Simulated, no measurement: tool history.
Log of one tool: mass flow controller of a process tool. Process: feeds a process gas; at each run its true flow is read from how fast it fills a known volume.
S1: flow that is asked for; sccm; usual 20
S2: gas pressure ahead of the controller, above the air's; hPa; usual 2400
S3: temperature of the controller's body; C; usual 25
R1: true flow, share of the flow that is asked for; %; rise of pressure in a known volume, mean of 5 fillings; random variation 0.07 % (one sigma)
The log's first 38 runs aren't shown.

| run | hour | S1 | S2 | S3 | R1 |
|---|---|---|---|---|---|
| 39 | 8992.0 | 15 | 2400 | 22 | 97.63 |
|  | 9104.5 | controller exchanged for a calibrated one |
| 40 | 9160.3 | 15 | 2400 | 22 | 98.68 |
| 41 | 9310.4 | 32 | 1890 | 25 | 99.49 |
| 42 | 9599.0 | 32 | 1890 | 25 | 99.68 |
| 43 | 9863.9 | 11 | 2330 | 27 | 98.54 |
| 44 | 10157.1 | 11 | 2330 | 27 | 98.54 |
| 45 | 10438.9 | 20 | 2400 | 25 | 98.64 |
| 46 | 10762.0 | 20 | 2080 | 25 | 98.80 |
| 47 | 10902.0 | 36 | 2100 | 23 | 99.20 |
| 48 | 11110.0 | 29 | 2750 | 35 | 99.10 |
| 49 | 11358.1 | 29 | 2750 | 35 | 99.05 |

Forecast each of these 3 alternatives for the next run:
| A | 11640.9 | 6 | 2400 | 34 | ? |
| B | 11640.9 | 29 | 2440 | 35 | ? |
| C | 11640.9 | 29 | 2750 | 24 | ? |

| run | R1 |
|---|---|
| A | 97.02 |
| B | 99.20 |
| C | 98.47 |
Without the tool's hidden state the same runs would have given:
| run | R1 |
|---|---|
| A | 99.28 |
| B | 99.85 |
| C | 99.12 |
